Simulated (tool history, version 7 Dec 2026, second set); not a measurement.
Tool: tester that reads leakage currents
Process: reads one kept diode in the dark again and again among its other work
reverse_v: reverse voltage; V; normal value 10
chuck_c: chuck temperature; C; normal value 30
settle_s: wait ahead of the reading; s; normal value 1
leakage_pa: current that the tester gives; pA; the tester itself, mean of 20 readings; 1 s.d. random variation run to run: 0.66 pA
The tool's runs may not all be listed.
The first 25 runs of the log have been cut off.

| run | hour | reverse_v | chuck_c | settle_s | leakage_pa |
|---|---|---|---|---|---|
| 26 | 953.8 | 3 | 24 | 1 | 68.68 |
| 27 | 983 | 14 | 30 | 2.26 | 255.06 |
| 28 | 1030.7 | 9.6 | 55 | 2.01 | 1603.18 |
| 29 | 1060.8 | 1.2 | 30 | 0.87 | 73.8 |
| 30 | 1083.2 | 1.2 | 30 | 0.87 | 73.9 |
| 31 | 1114.4 | 11.2 | 30 | 1.18 | 226.09 |
| 32 | 1137.1 | 10 | 55 | 1.8 | 1630.52 |
| 33 | 1181.1 | 8.6 | 29 | 3.43 | 179.34 |
| 34 | 1220.2 | 3.4 | 30 | 1 | 123.35 |
| 35 | 1249.6 | 4.1 | 45 | 1 | 479.93 |
| 36 | 1273.3 | 1 | 48 | 0.53 | 306.03 |
| 37 | 1310.6 | 1 | 48 | 0.53 | 304.39 |
| 38 | 1335.1 | 1 | 48 | 0.53 | 305.03 |
| 39 | 1362.5 | 2.8 | 52 | 9.16 | 693.37 |
| 40 | 1391.6 | 2.8 | 54 | 0.33 | 803.73 |

Branching from run 40: 3 alternative next runs. What would each branch give?
| A | 1416.6 | 1.7 | 45 | 1.17 | ? |
| B | 1416.6 | 6.3 | 30 | 0.45 | ? |
| C | 1416.6 | 14.6 | 30 | 0.33 | ? |

| run | leakage_pa |
|---|---|
| A | 309.76 |
| B | 166.34 |
| C | 261.23 |
The same runs, with their run-to-run variation unchanged, on a tool lacking any hidden condition would have given:
| run | leakage_pa |
|---|---|
| A | 333.02 |
| B | 173.55 |
| C | 266.43 |
